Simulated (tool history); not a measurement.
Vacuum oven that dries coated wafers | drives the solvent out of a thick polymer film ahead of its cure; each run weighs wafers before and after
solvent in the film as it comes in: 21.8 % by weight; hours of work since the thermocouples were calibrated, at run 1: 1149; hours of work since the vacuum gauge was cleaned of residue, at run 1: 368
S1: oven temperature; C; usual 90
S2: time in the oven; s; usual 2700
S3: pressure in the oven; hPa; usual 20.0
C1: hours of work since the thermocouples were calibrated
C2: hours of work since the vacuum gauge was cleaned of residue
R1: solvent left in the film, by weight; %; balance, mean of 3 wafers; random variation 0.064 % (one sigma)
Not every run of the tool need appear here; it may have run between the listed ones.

run 1 hour=0.0 | S1=90 S2=2700 S3=20.0 | C1=1149 C2=368 | R1=4.64
run 2 hour=12.8 | S1=90 S2=2700 S3=52.9 | C1=1158 C2=377 | R1=6.58
run 3 hour=20.1 | S1=90 S2=2700 S3=52.9 | C1=1164 C2=383 | R1=6.62
run 4 hour=27.1 | S1=90 S2=2700 S3=52.9 | C1=1169 C2=388 | R1=6.60
run 5 hour=35.5 | S1=90 S2=2700 S3=52.9 | C1=1175 C2=394 | R1=6.58
run 6 hour=42.2 | S1=90 S2=2700 S3=52.9 | C1=1180 C2=399 | R1=6.64
run 7 hour=54.7 | S1=90 S2=2700 S3=52.9 | C1=1189 C2=409 | R1=6.68
run 8 hour=60.2 | S1=90 S2=2700 S3=61.7 | C1=1193 C2=413 | R1=7.20
run 9 hour=67.3 | S1=95 S2=2700 S3=20.0 | C1=1199 C2=418 | R1=3.48
run 10 hour=73.5 | S1=95 S2=2700 S3=20.0 | C1=1203 C2=423 | R1=3.51
run 11 hour=85.2 | S1=89 S2=2700 S3=20.0 | C1=1212 C2=431 | R1=4.84
run 12 hour=95.7 | S1=89 S2=2700 S3=20.0 | C1=1220 C2=439 | R1=4.74
run 13 hour=105.9 | S1=89 S2=2700 S3=20.0 | C1=1228 C2=447 | R1=4.97
run 14 hour=114.4 | S1=89 S2=2700 S3=20.0 | C1=1234 C2=453 | R1=4.70
run 15 hour=125.4 | S1=89 S2=2700 S3=20.0 | C1=1242 C2=461 | R1=4.91
run 16 hour=133.8 | S1=90 S2=1620 S3=20.0 | C1=1248 C2=467 | R1=7.41
run 17 hour=144.5 | S1=90 S2=2700 S3=19.2 | C1=1256 C2=475 | R1=4.68
-- hour=152.2 oven's thermocouples calibrated
run 18 hour=152.2 | S1=90 S2=2700 S3=20.0 | C1=0 C2=480 | R1=4.68
run 19 hour=163.5 | S1=103 S2=2700 S3=20.0 | C1=8 C2=488 | R1=2.11
run 20 hour=170.5 | S1=103 S2=2700 S3=20.0 | C1=14 C2=493 | R1=2.09
run 21 hour=180.7 | S1=103 S2=2700 S3=20.0 | C1=21 C2=501 | R1=2.17
run 22 hour=188.3 | S1=103 S2=2700 S3=20.0 | C1=27 C2=506 | R1=2.21
run 23 hour=193.8 | S1=103 S2=2700 S3=20.0 | C1=31 C2=511 | R1=2.15
run 24 hour=200.0 | S1=90 S2=3240 S3=20.0 | C1=36 C2=515 | R1=3.95
run 25 hour=206.0 | S1=90 S2=3240 S3=74.9 | C1=40 C2=520 | R1=7.78
-- hour=208.6 oven's thermocouples calibrated, once more
run 26 hour=220.9 | S1=86 S2=3240 S3=16.2 | C1=9 C2=529 | R1=4.20
run 27 hour=229.3 | S1=86 S2=3240 S3=16.2 | C1=15 C2=536 | R1=4.23
run 28 hour=240.4 | S1=76 S2=3840 S3=63.6 | C1=24 C2=544 | R1=11.00
run 29 hour=253.5 | S1=89 S2=2820 S3=42.1 | C1=33 C2=554 | R1=5.93
run 30 hour=263.3 | S1=90 S2=4260 S3=13.0 | C1=41 C2=561 | R1=2.09
run 31 hour=273.0 | S1=90 S2=1740 S3=69.5 | C1=48 C2=568 | R1=9.36
run 32 hour=286.3 | S1=90 S2=1740 S3=69.5 | C1=58 C2=578 | R1=9.46
run 33 hour=293.6 | S1=100 S2=1740 S3=26.5 | C1=63 C2=583 | R1=4.56
run 34 hour=301.7 | S1=90 S2=2940 S3=69.0 | C1=69 C2=589 | R1=7.10
run 35 hour=314.4 | S1=78 S2=2700 S3=20.0 | C1=79 C2=599 | R1=7.86
run 36 hour=320.7 | S1=96 S2=1560 S3=41.8 | C1=83 C2=604 | R1=6.84
run 37 hour=327.5 | S1=96 S2=1560 S3=41.8 | C1=89 C2=609 | R1=6.85
run 38 hour=335.9 | S1=96 S2=1560 S3=41.8 | C1=95 C2=615 | R1=6.86
run 39 hour=343.2 | S1=89 S2=3000 S3=26.9 | C1=100 C2=620 | R1=4.59
run 40 hour=353.5 | S1=94 S2=1800 S3=34.8 | C1=108 C2=628 | R1=6.25
run 41 hour=360.6 | S1=102 S2=2700 S3=25.5 | C1=113 C2=633 | R1=2.36
run 42 hour=368.3 | S1=102 S2=2700 S3=25.5 | C1=119 C2=639 | R1=2.30
run 43 hour=374.2 | S1=102 S2=2700 S3=25.5 | C1=123 C2=643 | R1=2.22
run 44 hour=383.4 | S1=104 S2=2700 S3=20.0 | C1=130 C2=650 | R1=1.76
run 45 hour=392.2 | S1=104 S2=2700 S3=20.0 | C1=137 C2=657 | R1=1.79

Had the tool no unlogged condition, and each run kept its random variation, what would the results have been?
What the log doesn't record here: true wafer temperature over the reading, C; true pressure over the reading, kPa; drift of the gauge itself on solvent_pct, %.
run=1 R1=4.15
run=2 R1=6.00
run=3 R1=6.04
run=4 R1=6.01
run=5 R1=5.99
run=6 R1=6.04
run=7 R1=6.07
run=8 R1=6.57
run=9 R1=3.04
run=10 R1=3.07
run=11 R1=4.30
run=12 R1=4.20
run=13 R1=4.41
run=14 R1=4.15
run=15 R1=4.34
run=16 R1=6.82
run=17 R1=4.12
run=18 R1=3.93
run=19 R1=1.69
run=20 R1=1.66
run=21 R1=1.74
run=22 R1=1.78
run=23 R1=1.72
run=24 R1=3.24
run=25 R1=6.79
run=26 R1=3.89
run=27 R1=3.91
run=28 R1=10.49
run=29 R1=5.59
run=30 R1=1.84
run=31 R1=9.00
run=32 R1=9.09
run=33 R1=4.29
run=34 R1=6.71
run=35 R1=7.42
run=36 R1=6.51
run=37 R1=6.52
run=38 R1=6.52
run=39 R1=4.23
run=40 R1=5.90
run=41 R1=2.13
run=42 R1=2.07
run=43 R1=1.99
run=44 R1=1.55
run=45 R1=1.58
